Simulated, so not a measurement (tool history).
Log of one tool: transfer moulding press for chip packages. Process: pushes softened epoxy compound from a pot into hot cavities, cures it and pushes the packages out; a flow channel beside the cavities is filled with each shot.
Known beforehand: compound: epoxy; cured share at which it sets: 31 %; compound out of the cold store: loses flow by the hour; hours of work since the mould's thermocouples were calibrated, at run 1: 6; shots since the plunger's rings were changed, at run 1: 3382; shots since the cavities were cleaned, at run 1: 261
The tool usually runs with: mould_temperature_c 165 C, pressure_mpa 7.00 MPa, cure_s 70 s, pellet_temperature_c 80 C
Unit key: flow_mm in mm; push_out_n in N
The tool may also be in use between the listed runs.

| run | day | mould_temperature_c | pressure_mpa | cure_s | pellet_temperature_c | hours of work since the mould's thermocouples were calibrated | shots since the plunger's rings were changed | shots since the cavities were cleaned | incoming compound's hours out of the cold store | flow_mm | push_out_n |
|---|---|---|---|---|---|---|---|---|---|---|---|
| 1 | 0.000 | 165 | 7.00 | 70 | 80 | 6 | 3382 | 261 | 40.2 | 725 | 933 |
| 2 | 0.462 | 165 | 7.00 | 70 | 80 | 14 | 3580 | 459 | 25.2 | 756 | 1112 |
|  | 0.638 | cavities cleaned with cleaning compound and waxed |
| 3 | 1.275 | 162 | 7.00 | 70 | 80 | 28 | 3902 | 275 | 44.8 | 699 | 1202 |
| 4 | 1.762 | 165 | 7.79 | 70 | 80 | 36 | 4111 | 484 | 29.9 | 772 | 1107 |
|  | 1.904 | cavities cleaned with cleaning compound and waxed |
| 5 | 2.646 | 165 | 7.79 | 70 | 80 | 51 | 4462 | 318 | 12.2 | 818 | 1046 |
|  | 3.179 | cavities cleaned with cleaning compound and waxed |
| 6 | 3.212 | 165 | 8.00 | 70 | 80 | 60 | 4676 | 13 | 11.5 | 841 | 717 |
| 7 | 3.762 | 165 | 8.00 | 70 | 80 | 70 | 4912 | 249 | 9.8 | 830 | 1010 |
|  | 4.438 | cavities cleaned with cleaning compound and waxed |
| 8 | 4.708 | 165 | 6.32 | 70 | 80 | 86 | 5291 | 116 | 39.8 | 659 | 763 |
| 9 | 5.354 | 165 | 7.00 | 70 | 80 | 98 | 5567 | 392 | 28.5 | 722 | 1079 |
|  | 5.675 | cavities cleaned with cleaning compound and waxed |
|  | 5.867 | plunger's sealing rings changed |
| 10 | 6.338 | 165 | 7.00 | 70 | 80 | 112 | 203 | 240 | 33.4 | 779 | 926 |
|  | 7.033 | cavities cleaned with cleaning compound and waxed |
| 11 | 7.154 | 165 | 7.00 | 70 | 80 | 126 | 526 | 52 | 40.1 | 764 | 666 |
| 12 | 7.629 | 165 | 7.00 | 67 | 80 | 134 | 729 | 255 | 31.4 | 777 | 1018 |

Run 13 comes next. What will it give?
| 13 | 8.138 | 165 | 7.08 | 70 | 80 | 144 | 945 | 471 | 33.0 | ? | ? |

{"run 13": {"flow_mm": 768, "push_out_n": 1089}}
The same run, on a tool lacking any hidden state, would have yielded flow_mm 782 mm, push_out_n 617 N.

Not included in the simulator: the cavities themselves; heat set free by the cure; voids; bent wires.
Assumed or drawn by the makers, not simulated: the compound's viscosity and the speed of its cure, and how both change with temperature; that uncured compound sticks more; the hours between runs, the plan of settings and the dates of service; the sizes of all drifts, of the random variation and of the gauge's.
